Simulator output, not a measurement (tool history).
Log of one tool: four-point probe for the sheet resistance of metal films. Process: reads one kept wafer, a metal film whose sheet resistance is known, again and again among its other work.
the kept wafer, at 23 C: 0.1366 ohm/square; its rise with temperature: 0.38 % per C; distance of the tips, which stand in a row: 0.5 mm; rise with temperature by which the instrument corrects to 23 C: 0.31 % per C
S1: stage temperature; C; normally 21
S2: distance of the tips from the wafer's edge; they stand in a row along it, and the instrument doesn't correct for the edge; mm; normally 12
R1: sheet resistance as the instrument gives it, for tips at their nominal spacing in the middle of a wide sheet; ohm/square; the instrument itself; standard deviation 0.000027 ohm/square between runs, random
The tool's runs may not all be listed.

run,day,S1,S2,R1
1,0.000,21,12,0.135577
2,2.017,21,12,0.135579
3,4.350,21,12,0.135527
4,6.700,21,4,0.136537
5,7.871,21,4,0.136545
6,10.000,21,4,0.136502
7,12.750,21,4,0.136479
8,15.250,21,4,0.136510
9,17.592,21,4,0.136448
10,19.012,21,29,0.135340
11,21.396,27,12,0.136041
12,23.492,32,12,0.136531
13,24.746,20,12,0.135255
14,26.092,25,3,0.137664
15,27.458,20,12,0.135228
16,30.129,30,12,0.136259
17,31.467,24,24,0.135571
18,33.004,30,30,0.136123
19,35.612,21,26,0.135171
20,38.058,21,5,0.135839
21,40.183,24,31,0.135501
22,41.438,24,31,0.135501
23,44.267,20,17,0.135086
24,46.912,20,17,0.135025
25,48.950,22,10,0.135315

Selected run-to-run steps in R1, each split into two signed amounts: the part the tool would show with no hidden state at all (from settings, incoming material and random variation), and the remainder, which goes to the hidden state together with any gauge scatter not common to the measured and the hidden-state-free results:
Hidden state present: inner tips' distance over the nominal, %; tips' flats over new ones', %; wafer's true temperature over the reading, C; drift of the gauge itself on sheet_ohm, %.
Run 3 -> 4: S2 12 -> 4. R1 +0.001010 ohm/square: hidden state -0.000027, all else +0.001037.
Run 13 -> 14: S1 20 -> 25, S2 12 -> 3. R1 +0.002409 ohm/square: hidden state -0.000026, all else +0.002435.
Run 14 -> 15: S1 25 -> 20, S2 3 -> 12. R1 -0.002436 ohm/square: hidden state +0.000003, all else -0.002439.
Run 19 -> 20: S2 26 -> 5. R1 +0.000668 ohm/square: hidden state -0.000028, all else +0.000696.

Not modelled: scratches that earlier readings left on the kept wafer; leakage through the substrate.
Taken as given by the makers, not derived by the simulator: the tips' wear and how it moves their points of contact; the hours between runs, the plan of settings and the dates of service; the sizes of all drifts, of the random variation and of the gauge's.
